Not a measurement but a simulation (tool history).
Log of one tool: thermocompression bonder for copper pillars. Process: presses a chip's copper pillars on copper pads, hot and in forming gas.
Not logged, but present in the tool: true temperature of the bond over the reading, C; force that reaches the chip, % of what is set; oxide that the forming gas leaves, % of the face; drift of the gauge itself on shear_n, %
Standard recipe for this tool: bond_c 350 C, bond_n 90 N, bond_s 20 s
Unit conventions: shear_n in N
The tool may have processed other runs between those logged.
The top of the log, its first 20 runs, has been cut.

run    hour  bond_c  bond_n  bond_s  hours of work since the heater was calibrated  hours of work since the force cell was calibrated  hours of work since the gas filter was changed  shear_n
 21   827.6     321      84      49                                            184                                               1367                                             145     72.4
      840.2  -- force cell calibrated
 22   878.5     334      61      13                                            211                                                 21                                             173     42.7
 23   909.2     334      61      13                                            228                                                 38                                             190       42
 24   962.4     334     117      13                                            258                                                 68                                             219     61.1
 25     993     334      72      13                                            275                                                 85                                             236     46.9
 26  1040.5     371      57      25                                            301                                                111                                             262     79.5
 27  1092.8     371      57      25                                            330                                                140                                             291     81.6
 28  1126.4     342      60      46                                            349                                                159                                             310     75.5
     1132.4  -- forming gas filter changed
 29  1186.6     321      90      39                                            382                                                192                                              30     72.3
 30  1215.9     321      90      39                                            398                                                208                                              46     72.4
 31  1276.9     326      78      42                                            432                                                242                                              80     72.4
 32  1321.4     326      78      42                                            456                                                266                                             105     74.3
 33  1375.2     363     104      19                                            486                                                296                                             135     94.7
     1404.1  -- heater calibrated with a thermocouple chip
 34  1404.4     362      71      19                                              0                                                311                                             150     69.6
 35  1466.9     362      71      19                                             35                                                346                                             184     69.6
 36  1524.6     362      71      19                                             67                                                378                                             216     70.9
 37  1580.7     364      76      20                                             98                                                409                                             247     76.4
 38  1632.4     334      90      30                                            127                                                438                                             276     67.3

Forecast each of these 5 alternatives for the next run:
  A  1679.9     334      81      23                                            153                                                464                                             302        ?
  B  1679.9     363      82      43                                            153                                                464                                             302        ?
  C  1679.9     372      77      30                                            153                                                464                                             302        ?
  D  1679.9     334      68      36                                            153                                                464                                             302        ?
  E  1679.9     356      79      20                                            153                                                464                                             302        ?

run  shear_n
  A     59.9
  B     96.6
  C     92.6
  D     61.8
  E     71.7
Without the tool's hidden state the same runs would have given:
run  shear_n
  A     60.9
  B     99.4
  C     95.2
  D       63
  E     73.2
